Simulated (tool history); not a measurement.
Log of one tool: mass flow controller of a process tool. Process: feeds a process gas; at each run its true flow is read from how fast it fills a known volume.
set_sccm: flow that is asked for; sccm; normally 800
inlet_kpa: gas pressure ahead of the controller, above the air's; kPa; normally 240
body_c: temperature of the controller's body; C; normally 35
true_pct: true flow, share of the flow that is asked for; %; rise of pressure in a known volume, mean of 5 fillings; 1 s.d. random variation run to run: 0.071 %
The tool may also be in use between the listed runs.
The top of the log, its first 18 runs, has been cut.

| run | hour | set_sccm | inlet_kpa | body_c | true_pct |
|---|---|---|---|---|---|
|  | 1326.7 | controller's zero set anew |
| 19 | 1426.7 | 800 | 240 | 35 | 101.38 |
| 20 | 1493.9 | 800 | 240 | 35 | 101.33 |
| 21 | 1579.9 | 800 | 240 | 33 | 101.09 |
| 22 | 1648.0 | 146 | 197 | 21 | 102.39 |
| 23 | 1734.2 | 926 | 207 | 21 | 99.91 |
| 24 | 1806.8 | 926 | 253 | 21 | 99.81 |
| 25 | 1916.0 | 926 | 253 | 21 | 99.79 |
|  | 1934.2 | controller's zero set anew, once more |
| 26 | 1987.5 | 926 | 253 | 21 | 99.31 |
| 27 | 2086.7 | 349 | 198 | 24 | 99.19 |
| 28 | 2179.6 | 366 | 240 | 35 | 100.38 |
| 29 | 2263.2 | 146 | 212 | 38 | 100.65 |
| 30 | 2330.1 | 267 | 240 | 38 | 100.75 |
| 31 | 2377.7 | 267 | 240 | 38 | 100.78 |
| 32 | 2489.8 | 267 | 240 | 38 | 100.76 |

Predict the results of run 33:
| 33 | 2604.0 | 546 | 207 | 39 | ? |

true_pct: 101.10 %
Minus the tool's unlogged condition, the same run would have read true_pct 101.22 %.
